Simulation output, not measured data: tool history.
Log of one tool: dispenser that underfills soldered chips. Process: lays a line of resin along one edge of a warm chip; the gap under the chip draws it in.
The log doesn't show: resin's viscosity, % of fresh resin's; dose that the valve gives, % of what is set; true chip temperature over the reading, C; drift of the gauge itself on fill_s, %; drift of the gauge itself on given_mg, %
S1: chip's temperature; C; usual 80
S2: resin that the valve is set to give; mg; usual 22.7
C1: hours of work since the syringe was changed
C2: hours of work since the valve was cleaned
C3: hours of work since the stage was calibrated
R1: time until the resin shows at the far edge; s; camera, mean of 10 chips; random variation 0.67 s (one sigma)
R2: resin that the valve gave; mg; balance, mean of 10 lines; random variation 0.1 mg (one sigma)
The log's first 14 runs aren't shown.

run	day	S1	S2	C1	C2	C3	R1	R2
# day 3.462: new syringe of resin
15	3.571	80	20.1	2	41	133	69.4	19.55
16	3.717	80	20.1	4	43	135	81.1	19.33
17	3.962	73	22.7	7	47	139	136.9	22.10
# day 4.021: new syringe of resin
18	4.167	73	22.7	2	50	142	96.9	21.71
19	4.475	73	22.7	7	55	146	128.8	22.07
# day 4.588: new syringe of resin
20	4.696	73	26.6	2	58	149	89.1	25.55
21	4.967	83	25.5	6	62	153	78.0	24.35
# day 5.146: new syringe of resin
22	5.146	83	25.5	0	64	156	54.5	24.25
23	5.375	83	25.5	3	68	159	65.9	24.11
24	5.538	94	25.5	6	70	162	50.9	24.14
25	5.667	91	27.0	8	72	164	64.5	25.58
# day 5.708: new syringe of resin
26	5.929	91	22.3	3	76	167	49.2	21.01
27	6.062	87	20.7	5	78	169	67.8	19.52
# day 6.271: new syringe of resin
28	6.292	79	19.7	0	81	173	70.1	18.50
29	6.542	80	21.8	4	85	176	83.3	20.35
# day 6.629: dispensing valve cleaned and set on the balance
# day 6.867: new syringe of resin
30	6.908	81	22.9	1	4	181	62.3	22.93
31	7.071	86	29.0	3	6	184	57.3	28.62
32	7.288	86	29.0	6	10	187	70.5	28.60
# day 7.438: new syringe of resin
33	7.517	86	19.6	1	13	190	54.8	19.41
34	7.738	86	26.1	4	16	193	63.5	25.80
# day 8.017: new syringe of resin
35	8.021	69	28.8	0	20	197	96.6	28.26

Forecast each of these 3 alternatives for the next run:
A	8.225	91	23.2	3	23	201	?	?
B	8.225	92	20.7	3	23	201	?	?
C	8.225	93	22.7	3	23	201	?	?

run	R1	R2
A	48.4	22.78
B	47.1	20.20
C	42.8	22.25
Without the tool's hidden state the same runs would have given:
run	R1	R2
A	39.0	23.26
B	37.8	20.62
C	34.5	22.72

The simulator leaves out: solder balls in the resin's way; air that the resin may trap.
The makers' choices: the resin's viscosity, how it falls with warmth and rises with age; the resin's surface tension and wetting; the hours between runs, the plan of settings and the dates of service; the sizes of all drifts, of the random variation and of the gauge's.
